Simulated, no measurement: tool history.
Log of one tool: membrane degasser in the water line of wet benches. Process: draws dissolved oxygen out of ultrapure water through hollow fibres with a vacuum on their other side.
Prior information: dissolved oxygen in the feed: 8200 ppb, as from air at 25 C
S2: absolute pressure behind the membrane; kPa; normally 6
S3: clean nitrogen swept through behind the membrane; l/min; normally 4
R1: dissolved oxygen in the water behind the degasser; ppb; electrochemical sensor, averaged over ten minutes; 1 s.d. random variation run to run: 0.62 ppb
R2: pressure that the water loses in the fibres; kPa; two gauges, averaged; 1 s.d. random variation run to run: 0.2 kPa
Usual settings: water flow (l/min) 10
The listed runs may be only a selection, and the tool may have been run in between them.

{"run": 1, "hour": 0.0, "water flow (l/min)": 10, "S2": 6, "S3": 4, "R1": 58.6, "R2": 43.71}
{"run": 2, "hour": 162.3, "water flow (l/min)": 10, "S2": 6, "S3": 4, "R1": 58.4, "R2": 44.06}
{"run": 3, "hour": 379.3, "water flow (l/min)": 10, "S2": 6, "S3": 4, "R1": 59.1, "R2": 44.39}
{"run": 4, "hour": 661.5, "water flow (l/min)": 10, "S2": 6, "S3": 4, "R1": 59.1, "R2": 43.9}
{"hour": 734.6, "done": "seals of the vacuum lines changed"}
{"run": 5, "hour": 1003.4, "water flow (l/min)": 9, "S2": 6, "S3": 4, "R1": 41.1, "R2": 39.62}
{"run": 6, "hour": 1349.0, "water flow (l/min)": 10, "S2": 7.78, "S3": 4, "R1": 70.2, "R2": 44.52}
{"run": 7, "hour": 1642.7, "water flow (l/min)": 10, "S2": 4.17, "S3": 4, "R1": 48.6, "R2": 44.29}
{"run": 8, "hour": 1933.3, "water flow (l/min)": 7, "S2": 4.58, "S3": 11.92, "R1": 9.1, "R2": 31.42}
{"run": 9, "hour": 2244.3, "water flow (l/min)": 7, "S2": 4.58, "S3": 11.92, "R1": 8.8, "R2": 30.94}
{"run": 10, "hour": 2534.3, "water flow (l/min)": 7, "S2": 6, "S3": 4, "R1": 19.5, "R2": 31.58}
{"run": 11, "hour": 2684.5, "water flow (l/min)": 7, "S2": 6.32, "S3": 8.28, "R1": 13.4, "R2": 31.24}
{"run": 12, "hour": 3027.9, "water flow (l/min)": 14, "S2": 6, "S3": 2.52, "R1": 200.9, "R2": 61.99}

Predict each of these 5 candidate next runs independently; none follows another, all start after run 12:
{"run": "A", "hour": 3269.3, "water flow (l/min)": 10, "S2": 6, "S3": 9.33, "R1": "?", "R2": "?"}
{"run": "B", "hour": 3269.3, "water flow (l/min)": 9, "S2": 5.19, "S3": 4, "R1": "?", "R2": "?"}
{"run": "C", "hour": 3269.3, "water flow (l/min)": 14, "S2": 3.64, "S3": 4.85, "R1": "?", "R2": "?"}
{"run": "D", "hour": 3269.3, "water flow (l/min)": 14, "S2": 6, "S3": 3.22, "R1": "?", "R2": "?"}
{"run": "E", "hour": 3269.3, "water flow (l/min)": 9, "S2": 6, "S3": 2.52, "R1": "?", "R2": "?"}

run=A R1=51.2 R2=44.97
run=B R1=38.6 R2=40.07
run=C R1=170 R2=62.6
run=D R1=191.2 R2=62.55
run=E R1=52 R2=40.18
Take away the tool's hidden state, keep each run's random variation, and the runs would have read:
run=A R1=44.1 R2=43.57
run=B R1=33.5 R2=38.81
run=C R1=149.8 R2=60.64
run=D R1=171.1 R2=60.59
run=E R1=46.5 R2=38.91

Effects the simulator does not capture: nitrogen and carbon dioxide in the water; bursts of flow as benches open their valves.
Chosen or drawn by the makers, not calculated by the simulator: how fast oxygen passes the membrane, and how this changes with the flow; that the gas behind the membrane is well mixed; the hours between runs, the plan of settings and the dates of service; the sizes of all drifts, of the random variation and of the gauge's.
